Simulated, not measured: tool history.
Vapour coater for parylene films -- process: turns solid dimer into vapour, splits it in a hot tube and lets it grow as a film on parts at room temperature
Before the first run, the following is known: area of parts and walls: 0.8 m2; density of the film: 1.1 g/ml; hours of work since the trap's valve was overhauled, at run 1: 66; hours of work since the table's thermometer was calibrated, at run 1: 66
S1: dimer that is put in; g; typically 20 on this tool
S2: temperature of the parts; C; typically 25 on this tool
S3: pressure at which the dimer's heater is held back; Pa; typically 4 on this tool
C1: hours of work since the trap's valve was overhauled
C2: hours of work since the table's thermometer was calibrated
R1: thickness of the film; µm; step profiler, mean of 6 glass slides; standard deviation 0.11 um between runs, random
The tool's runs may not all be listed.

run   hour  S1  S2    S3   C1   C2     R1
  1      0  20  25     4   66   66  13.17
  2   15.5  20  25     4   73   73  13.13
  3   34.2  20  25     4   81   81  13.25
  4   45.3  20  25     4   86   86  12.92
  5   59.1  20  19     4   91   91   16.4
  6   69.1  20  23     4   96   96  14.31
  7   87.8  20  25     4  104  104  13.02
  8     99  20  25     4  109  109  13.04
  9  112.9  20  25     4  114  114  13.02
 10  130.6  20  25     4  122  122  12.84
 11  146.7  20  25   2.2  129  129  14.75
 12  164.6  20  25   2.2  137  137   14.7
 13  172.9  20  25   2.2  140  140  14.57
 14  191.6  20  25   5.4  148  148  11.88
 15  200.4  20  25   5.4  152  152  11.79
 16  216.2  29  25   5.4  159  159  16.84
 17  235.2  29  25   2.5  167  167  20.26
 18    248  10  25   2.5  172  172   6.91
 19  257.4  17  33  4.88  176  176   7.38
 20  276.7  31  34  3.75  185  185  13.72
 21  290.9  31  34  3.75  191  191  13.59
 22  303.5  31  34  3.75  196  196  13.48
 23  318.5  31  34  3.75  203  203  13.45
       325  -- trap's valve overhauled
 24  339.1  21  33  4.03    6  210   10.5
 25  347.9  32  24   4.2   10  213  22.42
 26  355.8  32  19   4.2   13  217  27.33
 27  370.1  24  25  9.87   19  223  13.03
 28  389.3  14  33  9.13   28  231   5.82
 29  404.3  10  29  9.13   34  238    4.8
 30    418  35  28  2.99   40  243   22.4
 31  432.4  13  35  8.87   46  250   4.88
 32  450.4  13  35  8.87   54  257   4.93
 33  468.4  20  25     4   61  265  13.22
 34  482.8  29  25  2.13   68  271  22.29

Hidden state or all else? Some run-to-run changes of R1, split into what the settings, what came in and random variation would give without the hidden state, and what is left for the hidden state (with any gauge scatter that isn't in both results):
Hidden conditions of the tool in this case: vapour lost through the trap's worn valve, %; true temperature of the parts over the reading, C; drift of the gauge itself on film_um, %.
Run 17 -> 18: S1 29 -> 10. R1 -13.35 µm: hidden state +1.51, all else -14.86.
Run 19 -> 20: S1 17 -> 31, S2 33 -> 34, S3 4.88 -> 3.75. R1 +6.34 µm: hidden state -0.87, all else +7.21.
Run 23 -> 24: S1 31 -> 21, S2 34 -> 33, S3 3.75 -> 4.03, trap's valve overhauled. R1 -2.95 µm: hidden state +1.76, all else -4.71.
Run 26 -> 27: S1 32 -> 24, S2 19 -> 25, S3 4.2 -> 9.87. R1 -14.3 µm: hidden state +0.2, all else -14.5.
Run 29 -> 30: S1 10 -> 35, S2 29 -> 28, S3 9.13 -> 2.99. R1 +17.6 µm: hidden state -0.63, all else +18.23.
Run 30 -> 31: S1 35 -> 13, S2 28 -> 35, S3 2.99 -> 8.87. R1 -17.52 µm: hidden state +0.59, all else -18.11.

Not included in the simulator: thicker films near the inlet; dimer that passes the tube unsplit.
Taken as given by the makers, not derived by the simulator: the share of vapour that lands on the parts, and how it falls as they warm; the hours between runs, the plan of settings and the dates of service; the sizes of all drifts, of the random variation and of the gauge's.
